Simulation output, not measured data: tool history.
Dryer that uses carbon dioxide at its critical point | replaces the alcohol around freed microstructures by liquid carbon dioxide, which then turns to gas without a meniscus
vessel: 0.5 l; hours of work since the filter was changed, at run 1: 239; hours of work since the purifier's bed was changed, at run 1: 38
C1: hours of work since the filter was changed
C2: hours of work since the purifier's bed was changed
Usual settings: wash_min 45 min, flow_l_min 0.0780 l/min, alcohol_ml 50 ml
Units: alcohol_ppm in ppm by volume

{"run": 1, "hour": 0.0, "wash_min": 45, "flow_l_min": 0.078, "alcohol_ml": 50, "C1": 239, "C2": 38, "alcohol_ppm": 762}
{"run": 2, "hour": 6.1, "wash_min": 45, "flow_l_min": 0.078, "alcohol_ml": 50, "C1": 243, "C2": 42, "alcohol_ppm": 788}
{"run": 3, "hour": 10.0, "wash_min": 45, "flow_l_min": 0.1156, "alcohol_ml": 50, "C1": 246, "C2": 45, "alcohol_ppm": 93}
{"run": 4, "hour": 16.1, "wash_min": 45, "flow_l_min": 0.0688, "alcohol_ml": 50, "C1": 250, "C2": 49, "alcohol_ppm": 1372}
{"run": 5, "hour": 24.1, "wash_min": 45, "flow_l_min": 0.0688, "alcohol_ml": 50, "C1": 255, "C2": 54, "alcohol_ppm": 1413}
{"run": 6, "hour": 28.3, "wash_min": 36, "flow_l_min": 0.0997, "alcohol_ml": 83, "C1": 258, "C2": 57, "alcohol_ppm": 1229}
{"run": 7, "hour": 33.9, "wash_min": 52, "flow_l_min": 0.0714, "alcohol_ml": 50, "C1": 261, "C2": 60, "alcohol_ppm": 648}
{"run": 8, "hour": 40.5, "wash_min": 40, "flow_l_min": 0.0933, "alcohol_ml": 26, "C1": 266, "C2": 65, "alcohol_ppm": 340}
{"run": 9, "hour": 45.3, "wash_min": 45, "flow_l_min": 0.1066, "alcohol_ml": 50, "C1": 269, "C2": 68, "alcohol_ppm": 172}
{"run": 10, "hour": 53.8, "wash_min": 45, "flow_l_min": 0.1066, "alcohol_ml": 50, "C1": 275, "C2": 73, "alcohol_ppm": 170}

4 ways to go on from here, each from the tool as it stands after run 10. What would each give?
{"run": "A", "hour": 57.8, "wash_min": 47, "flow_l_min": 0.1066, "alcohol_ml": 43, "C1": 277, "C2": 76, "alcohol_ppm": "?"}
{"run": "B", "hour": 57.8, "wash_min": 32, "flow_l_min": 0.1286, "alcohol_ml": 28, "C1": 277, "C2": 76, "alcohol_ppm": "?"}
{"run": "C", "hour": 57.8, "wash_min": 45, "flow_l_min": 0.0833, "alcohol_ml": 50, "C1": 277, "C2": 76, "alcohol_ppm": "?"}
{"run": "D", "hour": 57.8, "wash_min": 63, "flow_l_min": 0.0882, "alcohol_ml": 78, "C1": 277, "C2": 76, "alcohol_ppm": "?"}

run=A alcohol_ppm=111
run=B alcohol_ppm=238
run=C alcohol_ppm=628
run=D alcohol_ppm=107
Without the tool's hidden state the same runs would have given:
run=A alcohol_ppm=36
run=B alcohol_ppm=107
run=C alcohol_ppm=299
run=D alcohol_ppm=36
